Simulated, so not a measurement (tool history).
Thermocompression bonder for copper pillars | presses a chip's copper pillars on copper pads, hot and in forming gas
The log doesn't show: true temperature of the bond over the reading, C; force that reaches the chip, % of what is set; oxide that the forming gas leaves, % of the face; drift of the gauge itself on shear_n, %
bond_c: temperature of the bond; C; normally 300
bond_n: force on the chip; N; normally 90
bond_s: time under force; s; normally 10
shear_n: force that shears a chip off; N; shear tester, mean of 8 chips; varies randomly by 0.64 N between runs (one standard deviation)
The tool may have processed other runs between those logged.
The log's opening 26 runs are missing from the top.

run,hour,bond_c,bond_n,bond_s,hours of work since the heater was calibrated,hours of work since the force cell was calibrated,hours of work since the gas filter was changed,shear_n
27,1546.2,283,72,8,809,264,68,40.5
# hour 1636.4: heater calibrated with a thermocouple chip
28,1636.4,326,84,8,0,300,104,66.6
29,1715.4,291,83,6,32,333,136,42.0
30,1774.1,291,83,28,56,356,160,71.1
# hour 1784.9: forming gas filter changed
31,1826.7,300,60,9,77,378,17,46.8
32,1887.7,300,60,9,102,403,42,46.9
33,1927.2,281,60,5,118,419,58,29.5
34,1987.3,300,115,7,143,443,82,57.5
35,2048.0,286,90,8,168,468,107,46.0
36,2122.1,285,91,13,198,498,137,54.2
# hour 2189.0: forming gas filter changed
37,2191.6,285,91,13,226,526,1,54.5
38,2268.6,285,97,13,257,558,32,56.4
39,2329.7,320,99,10,282,583,57,74.6

Here are 4 independent what-if runs from the current tool condition. What would each one return?
A,2367.9,318,99,10,298,598,73,?
B,2367.9,320,70,25,298,598,73,?
C,2367.9,320,55,10,298,598,73,?
D,2367.9,278,91,10,298,598,73,?

run,shear_n
A,71.5
B,82.0
C,57.3
D,44.9
Stripped of hidden state, with their random variation kept, the same runs would have yielded:
run,shear_n
A,71.4
B,82.0
C,57.3
D,44.8
